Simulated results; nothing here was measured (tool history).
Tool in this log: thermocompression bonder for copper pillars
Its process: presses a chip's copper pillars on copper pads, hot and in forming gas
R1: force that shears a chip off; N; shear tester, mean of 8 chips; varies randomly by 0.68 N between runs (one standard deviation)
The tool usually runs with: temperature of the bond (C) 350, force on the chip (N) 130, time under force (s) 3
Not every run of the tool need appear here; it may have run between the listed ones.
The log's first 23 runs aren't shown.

{"run": 24, "day": 23.146, "temperature of the bond (C)": 369, "force on the chip (N)": 119, "time under force (s)": 9, "R1": 70.1}
{"run": 25, "day": 23.779, "temperature of the bond (C)": 369, "force on the chip (N)": 138, "time under force (s)": 6, "R1": 66.2}
{"run": 26, "day": 24.4, "temperature of the bond (C)": 369, "force on the chip (N)": 138, "time under force (s)": 6, "R1": 67.9}
{"run": 27, "day": 25.304, "temperature of the bond (C)": 369, "force on the chip (N)": 138, "time under force (s)": 6, "R1": 67.2}
{"run": 28, "day": 26.5, "temperature of the bond (C)": 373, "force on the chip (N)": 130, "time under force (s)": 4, "R1": 60.5}
{"run": 29, "day": 27.583, "temperature of the bond (C)": 343, "force on the chip (N)": 130, "time under force (s)": 4, "R1": 48.2}
{"run": 30, "day": 28.354, "temperature of the bond (C)": 343, "force on the chip (N)": 130, "time under force (s)": 4, "R1": 47.6}
{"run": 31, "day": 29.454, "temperature of the bond (C)": 329, "force on the chip (N)": 175, "time under force (s)": 8, "R1": 63.5}
{"run": 32, "day": 30.725, "temperature of the bond (C)": 329, "force on the chip (N)": 175, "time under force (s)": 8, "R1": 64.2}
{"run": 33, "day": 31.396, "temperature of the bond (C)": 339, "force on the chip (N)": 90, "time under force (s)": 2, "R1": 27.8}
{"run": 34, "day": 32.817, "temperature of the bond (C)": 349, "force on the chip (N)": 90, "time under force (s)": 4, "R1": 39.1}
{"run": 35, "day": 33.75, "temperature of the bond (C)": 349, "force on the chip (N)": 90, "time under force (s)": 4, "R1": 39.9}
{"run": 36, "day": 34.754, "temperature of the bond (C)": 349, "force on the chip (N)": 90, "time under force (s)": 4, "R1": 39.5}
{"run": 37, "day": 35.658, "temperature of the bond (C)": 350, "force on the chip (N)": 86, "time under force (s)": 6, "R1": 45.8}
{"day": 36.046, "done": "forming gas filter changed"}
{"run": 38, "day": 36.346, "temperature of the bond (C)": 334, "force on the chip (N)": 79, "time under force (s)": 3, "R1": 29}
{"day": 36.904, "done": "heater calibrated with a thermocouple chip"}
{"run": 39, "day": 37.112, "temperature of the bond (C)": 350, "force on the chip (N)": 130, "time under force (s)": 2, "R1": 37.9}
{"run": 40, "day": 37.75, "temperature of the bond (C)": 350, "force on the chip (N)": 174, "time under force (s)": 2, "R1": 48.8}

Predict each of these 4 candidate next runs independently; none follows another, all start after run 40:
{"run": "A", "day": 38.392, "temperature of the bond (C)": 350, "force on the chip (N)": 105, "time under force (s)": 5, "R1": "?"}
{"run": "B", "day": 38.392, "temperature of the bond (C)": 350, "force on the chip (N)": 131, "time under force (s)": 2, "R1": "?"}
{"run": "C", "day": 38.392, "temperature of the bond (C)": 360, "force on the chip (N)": 157, "time under force (s)": 5, "R1": "?"}
{"run": "D", "day": 38.392, "temperature of the bond (C)": 338, "force on the chip (N)": 119, "time under force (s)": 2, "R1": "?"}

run=A R1=48.8
run=B R1=40
run=C R1=64.3
run=D R1=33.5
With no hidden state in the tool, these same runs would have given:
run=A R1=48.8
run=B R1=40
run=C R1=64.2
run=D R1=33.4

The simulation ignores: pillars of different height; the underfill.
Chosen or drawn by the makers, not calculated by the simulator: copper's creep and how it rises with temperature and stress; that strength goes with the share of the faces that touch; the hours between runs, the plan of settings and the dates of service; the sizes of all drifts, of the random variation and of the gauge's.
